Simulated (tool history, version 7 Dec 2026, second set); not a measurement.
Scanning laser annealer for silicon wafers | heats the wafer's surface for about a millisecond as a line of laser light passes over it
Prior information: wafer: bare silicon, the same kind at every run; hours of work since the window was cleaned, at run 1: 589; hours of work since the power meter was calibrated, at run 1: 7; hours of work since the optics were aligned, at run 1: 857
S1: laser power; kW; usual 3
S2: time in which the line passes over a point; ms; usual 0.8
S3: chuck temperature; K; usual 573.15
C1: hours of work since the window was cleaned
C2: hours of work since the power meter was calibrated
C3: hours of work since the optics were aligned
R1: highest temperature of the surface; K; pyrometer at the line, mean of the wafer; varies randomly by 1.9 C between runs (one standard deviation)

run,hour,S1,S2,S3,C1,C2,C3,R1
1,0,3,0.8,573.15,589,7,857,1366.15
2,44.3,3,0.8,573.15,624,42,892,1365.15
3,72.5,2.973,0.8,573.15,646,64,914,1354.15
4,100.7,2.973,0.8,573.15,668,86,936,1357.15
5,128.8,2.973,0.8,573.15,690,108,958,1350.15
6,155.7,3,0.8,573.15,711,129,979,1360.15
7,189.3,3,0.8,573.15,737,155,1005,1358.15
8,225.6,3,0.8,573.15,766,183,1033,1356.15
9,246.6,3,0.8,573.15,782,200,1050,1353.15
10,282.1,3,0.8,573.15,810,228,1077,1356.15
# hour 321.4: optics aligned, line set to its width
11,333.6,2.856,0.8,573.15,846,264,10,1316.15
12,378,2.856,0.8,573.15,881,299,44,1316.15
# hour 409.5: window over the wafer cleaned
13,421.9,2.856,0.8,573.15,10,331,77,1354.15
14,463.3,2.632,0.8,573.15,42,364,109,1282.15
15,498.3,2.632,0.8,573.15,69,391,137,1285.15
16,519.2,2.632,0.8,573.15,86,407,153,1283.15
17,555.5,2.719,0.631,564.15,114,436,181,1200.15
# hour 562.2: laser's power meter calibrated
18,605.3,2.954,0.753,538.15,151,34,218,1311.15
19,653.5,2.954,0.753,538.15,188,71,256,1306.15
20,691.8,2.954,0.859,566.15,218,101,286,1392.15
21,718.2,3,0.613,560.15,239,122,306,1250.15
22,749.5,3,0.613,560.15,263,146,331,1248.15

Predict the results of run 23:
23,775.4,2.703,0.832,570.15,284,167,351,?

{"run 23": {"R1": 1308.15}}
Take away the tool's hidden state, keep the run-to-run variation as it was, and the same run would have given R1 1332.15 K.
